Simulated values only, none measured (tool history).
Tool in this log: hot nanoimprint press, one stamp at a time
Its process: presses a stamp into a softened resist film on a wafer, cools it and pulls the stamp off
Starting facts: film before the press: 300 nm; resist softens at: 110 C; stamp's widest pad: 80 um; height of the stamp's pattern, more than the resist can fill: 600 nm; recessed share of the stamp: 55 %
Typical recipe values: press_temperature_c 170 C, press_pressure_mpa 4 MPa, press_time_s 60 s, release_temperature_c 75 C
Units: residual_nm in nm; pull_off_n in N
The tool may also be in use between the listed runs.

{"run": 1, "hour": 0.0, "press_temperature_c": 170, "press_pressure_mpa": 4, "press_time_s": 60, "release_temperature_c": 75, "residual_nm": 120.3, "pull_off_n": 200}
{"run": 2, "hour": 6.0, "press_temperature_c": 170, "press_pressure_mpa": 3.75, "press_time_s": 60, "release_temperature_c": 75, "residual_nm": 126.7, "pull_off_n": 210}
{"run": 3, "hour": 13.5, "press_temperature_c": 170, "press_pressure_mpa": 3.75, "press_time_s": 60, "release_temperature_c": 75, "residual_nm": 126, "pull_off_n": 202}
{"run": 4, "hour": 22.3, "press_temperature_c": 170, "press_pressure_mpa": 3.75, "press_time_s": 60, "release_temperature_c": 75, "residual_nm": 124.7, "pull_off_n": 207}
{"hour": 30.5, "done": "stamp cleaned and given a new release coat"}
{"run": 5, "hour": 34.6, "press_temperature_c": 170, "press_pressure_mpa": 4, "press_time_s": 60, "release_temperature_c": 75, "residual_nm": 121.4, "pull_off_n": 206}
{"run": 6, "hour": 43.4, "press_temperature_c": 170, "press_pressure_mpa": 3.18, "press_time_s": 60, "release_temperature_c": 75, "residual_nm": 135.2, "pull_off_n": 205}
{"run": 7, "hour": 49.2, "press_temperature_c": 170, "press_pressure_mpa": 4, "press_time_s": 77, "release_temperature_c": 75, "residual_nm": 109, "pull_off_n": 199}
{"run": 8, "hour": 55.4, "press_temperature_c": 170, "press_pressure_mpa": 4, "press_time_s": 77, "release_temperature_c": 75, "residual_nm": 107.6, "pull_off_n": 206}
{"run": 9, "hour": 60.3, "press_temperature_c": 170, "press_pressure_mpa": 4, "press_time_s": 93, "release_temperature_c": 75, "residual_nm": 101.8, "pull_off_n": 198}
{"run": 10, "hour": 64.1, "press_temperature_c": 170, "press_pressure_mpa": 4, "press_time_s": 93, "release_temperature_c": 75, "residual_nm": 102, "pull_off_n": 195}
{"run": 11, "hour": 68.3, "press_temperature_c": 170, "press_pressure_mpa": 4, "press_time_s": 93, "release_temperature_c": 75, "residual_nm": 103.7, "pull_off_n": 197}
{"run": 12, "hour": 73.3, "press_temperature_c": 170, "press_pressure_mpa": 4, "press_time_s": 40, "release_temperature_c": 67, "residual_nm": 140.7, "pull_off_n": 214}
{"run": 13, "hour": 77.2, "press_temperature_c": 167, "press_pressure_mpa": 3.36, "press_time_s": 77, "release_temperature_c": 72, "residual_nm": 136.5, "pull_off_n": 215}
{"run": 14, "hour": 82.5, "press_temperature_c": 170, "press_pressure_mpa": 4, "press_time_s": 76, "release_temperature_c": 74, "residual_nm": 109.5, "pull_off_n": 197}
{"run": 15, "hour": 91.4, "press_temperature_c": 174, "press_pressure_mpa": 4, "press_time_s": 35, "release_temperature_c": 74, "residual_nm": 124.2, "pull_off_n": 204}
{"run": 16, "hour": 95.3, "press_temperature_c": 174, "press_pressure_mpa": 4, "press_time_s": 40, "release_temperature_c": 82, "residual_nm": 119.1, "pull_off_n": 198}
{"run": 17, "hour": 103.3, "press_temperature_c": 173, "press_pressure_mpa": 5.09, "press_time_s": 41, "release_temperature_c": 73, "residual_nm": 108.7, "pull_off_n": 203}
{"run": 18, "hour": 111.7, "press_temperature_c": 173, "press_pressure_mpa": 5.09, "press_time_s": 38, "release_temperature_c": 73, "residual_nm": 110.8, "pull_off_n": 209}
{"run": 19, "hour": 120.4, "press_temperature_c": 173, "press_pressure_mpa": 5.09, "press_time_s": 38, "release_temperature_c": 73, "residual_nm": 112.4, "pull_off_n": 208}
{"run": 20, "hour": 124.5, "press_temperature_c": 173, "press_pressure_mpa": 3.07, "press_time_s": 52, "release_temperature_c": 73, "residual_nm": 128.7, "pull_off_n": 205}

Alternative continuations, all from the tool just after run 20; predict every row:
{"run": "A", "hour": 130.4, "press_temperature_c": 173, "press_pressure_mpa": 2.58, "press_time_s": 52, "release_temperature_c": 73, "residual_nm": "?", "pull_off_n": "?"}
{"run": "B", "hour": 130.4, "press_temperature_c": 170, "press_pressure_mpa": 3.48, "press_time_s": 94, "release_temperature_c": 63, "residual_nm": "?", "pull_off_n": "?"}
{"run": "C", "hour": 130.4, "press_temperature_c": 172, "press_pressure_mpa": 5.21, "press_time_s": 69, "release_temperature_c": 75, "residual_nm": "?", "pull_off_n": "?"}

run=A residual_nm=141.1 pull_off_n=206
run=B residual_nm=109.9 pull_off_n=222
run=C residual_nm=92.4 pull_off_n=207
With the hidden condition removed and each run's random variation left untouched, the same runs would have given:
run=A residual_nm=141 pull_off_n=205
run=B residual_nm=109.8 pull_off_n=221
run=C residual_nm=92.3 pull_off_n=206
